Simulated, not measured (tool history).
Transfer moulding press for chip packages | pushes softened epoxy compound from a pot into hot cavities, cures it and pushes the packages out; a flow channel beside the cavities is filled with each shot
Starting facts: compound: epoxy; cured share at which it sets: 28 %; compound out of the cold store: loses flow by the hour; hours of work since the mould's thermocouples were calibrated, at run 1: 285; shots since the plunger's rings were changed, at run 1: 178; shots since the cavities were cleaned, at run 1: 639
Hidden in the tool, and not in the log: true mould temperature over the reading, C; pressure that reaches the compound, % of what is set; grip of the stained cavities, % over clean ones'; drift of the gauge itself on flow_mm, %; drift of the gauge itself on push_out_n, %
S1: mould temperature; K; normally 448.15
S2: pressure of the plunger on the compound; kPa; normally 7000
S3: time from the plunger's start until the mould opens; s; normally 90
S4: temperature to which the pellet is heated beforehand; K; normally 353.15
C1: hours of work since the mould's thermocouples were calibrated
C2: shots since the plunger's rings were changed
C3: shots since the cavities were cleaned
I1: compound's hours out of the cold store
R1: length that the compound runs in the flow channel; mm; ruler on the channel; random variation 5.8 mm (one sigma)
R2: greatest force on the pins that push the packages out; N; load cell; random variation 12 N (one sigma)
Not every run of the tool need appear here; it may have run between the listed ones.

| run | hour | S1 | S2 | S3 | S4 | C1 | C2 | C3 | I1 | R1 | R2 |
|---|---|---|---|---|---|---|---|---|---|---|---|
| 1 | 0.0 | 448.15 | 7000 | 90 | 353.15 | 285 | 178 | 639 | 20.4 | 920 | 1196 |
| 2 | 16.9 | 448.15 | 7000 | 90 | 353.15 | 297 | 408 | 869 | 31.6 | 863 | 1261 |
|  | 24.2 | cavities cleaned with cleaning compound and waxed |
| 3 | 37.7 | 448.15 | 7000 | 90 | 353.15 | 312 | 672 | 185 | 36.5 | 851 | 871 |
| 4 | 71.0 | 448.15 | 7000 | 83 | 353.15 | 336 | 1125 | 638 | 20.2 | 907 | 1404 |
|  | 93.9 | cavities cleaned with cleaning compound and waxed |
| 5 | 94.8 | 448.15 | 7000 | 83 | 353.15 | 353 | 1429 | 12 | 34.8 | 850 | 650 |
| 6 | 127.5 | 452.15 | 7000 | 90 | 353.15 | 377 | 1875 | 458 | 45.9 | 785 | 927 |
| 7 | 157.6 | 452.15 | 7000 | 90 | 355.15 | 399 | 2285 | 868 | 45.8 | 783 | 1042 |
|  | 163.7 | cavities cleaned with cleaning compound and waxed |
| 8 | 182.4 | 448.15 | 7000 | 90 | 353.15 | 416 | 2603 | 254 | 24.4 | 881 | 985 |
| 9 | 196.8 | 448.15 | 7860 | 90 | 353.15 | 427 | 2800 | 451 | 25.4 | 925 | 1131 |
| 10 | 223.9 | 448.15 | 7860 | 90 | 353.15 | 447 | 3170 | 821 | 20.8 | 929 | 1246 |
|  | 234.7 | cavities cleaned with cleaning compound and waxed |
|  | 246.0 | plunger's sealing rings changed |
| 11 | 252.4 | 448.15 | 7000 | 90 | 353.15 | 465 | 86 | 206 | 34.6 | 860 | 922 |
| 12 | 283.3 | 448.15 | 5660 | 90 | 353.15 | 488 | 508 | 628 | 34.4 | 779 | 1211 |
| 13 | 299.9 | 448.15 | 7000 | 90 | 358.15 | 500 | 734 | 854 | 11.2 | 966 | 1204 |
|  | 306.6 | cavities cleaned with cleaning compound and waxed |
| 14 | 315.4 | 448.15 | 6020 | 90 | 358.15 | 511 | 925 | 120 | 33.1 | 796 | 735 |
| 15 | 342.9 | 448.15 | 6020 | 90 | 358.15 | 531 | 1300 | 495 | 32.4 | 788 | 1121 |
| 16 | 372.7 | 448.15 | 8490 | 90 | 348.15 | 553 | 1707 | 902 | 17.1 | 1025 | 1252 |
|  | 377.0 | cavities cleaned with cleaning compound and waxed |
| 17 | 399.1 | 448.15 | 8490 | 90 | 348.15 | 571 | 2045 | 300 | 27.6 | 952 | 1015 |
| 18 | 432.6 | 452.15 | 7580 | 120 | 359.15 | 596 | 2502 | 757 | 10.3 | 960 | 958 |
|  | 446.5 | cavities cleaned with cleaning compound and waxed |
| 19 | 453.8 | 444.15 | 6010 | 97 | 353.15 | 611 | 2772 | 101 | 9.9 | 891 | 865 |
| 20 | 477.3 | 450.15 | 6010 | 115 | 353.15 | 628 | 3091 | 420 | 11.3 | 852 | 838 |
| 21 | 494.7 | 445.15 | 6410 | 90 | 353.15 | 641 | 3329 | 658 | 28.2 | 831 | 1454 |
|  | 505.5 | plunger's sealing rings changed |
|  | 518.9 | cavities cleaned with cleaning compound and waxed |
| 22 | 524.0 | 448.15 | 7000 | 129 | 348.15 | 660 | 232 | 70 | 19.2 | 922 | 527 |
| 23 | 552.9 | 448.15 | 7740 | 90 | 353.15 | 681 | 626 | 464 | 30.1 | 916 | 1125 |
|  | 562.3 | mould's thermocouples calibrated |
|  | 590.2 | cavities cleaned with cleaning compound and waxed |
| 24 | 590.2 | 448.15 | 6430 | 90 | 353.15 | 20 | 1086 | 0 | 39.3 | 801 | 563 |
| 25 | 610.9 | 448.15 | 7000 | 90 | 346.15 | 35 | 1369 | 283 | 30.8 | 866 | 1019 |
| 26 | 628.4 | 448.15 | 7000 | 90 | 346.15 | 48 | 1608 | 522 | 31.5 | 862 | 1146 |
|  | 659.3 | cavities cleaned with cleaning compound and waxed |
| 27 | 661.0 | 455.15 | 7000 | 90 | 353.15 | 71 | 2031 | 22 | 37.4 | 797 | 457 |

Predict each of these 3 candidate next runs independently; none follows another, all start after run 27:
| A | 680.6 | 450.15 | 7000 | 71 | 348.15 | 85 | 2299 | 290 | 42.4 | ? | ? |
| B | 680.6 | 448.15 | 7000 | 90 | 357.15 | 85 | 2299 | 290 | 24.6 | ? | ? |
| C | 680.6 | 454.15 | 6240 | 88 | 353.15 | 85 | 2299 | 290 | 31.5 | ? | ? |

| run | R1 | R2 |
|---|---|---|
| A | 797 | 1451 |
| B | 878 | 982 |
| C | 778 | 820 |
With the hidden condition removed and each run's random variation left untouched, the same runs would have given:
| run | R1 | R2 |
|---|---|---|
| A | 827 | 800 |
| B | 911 | 535 |
| C | 807 | 439 |
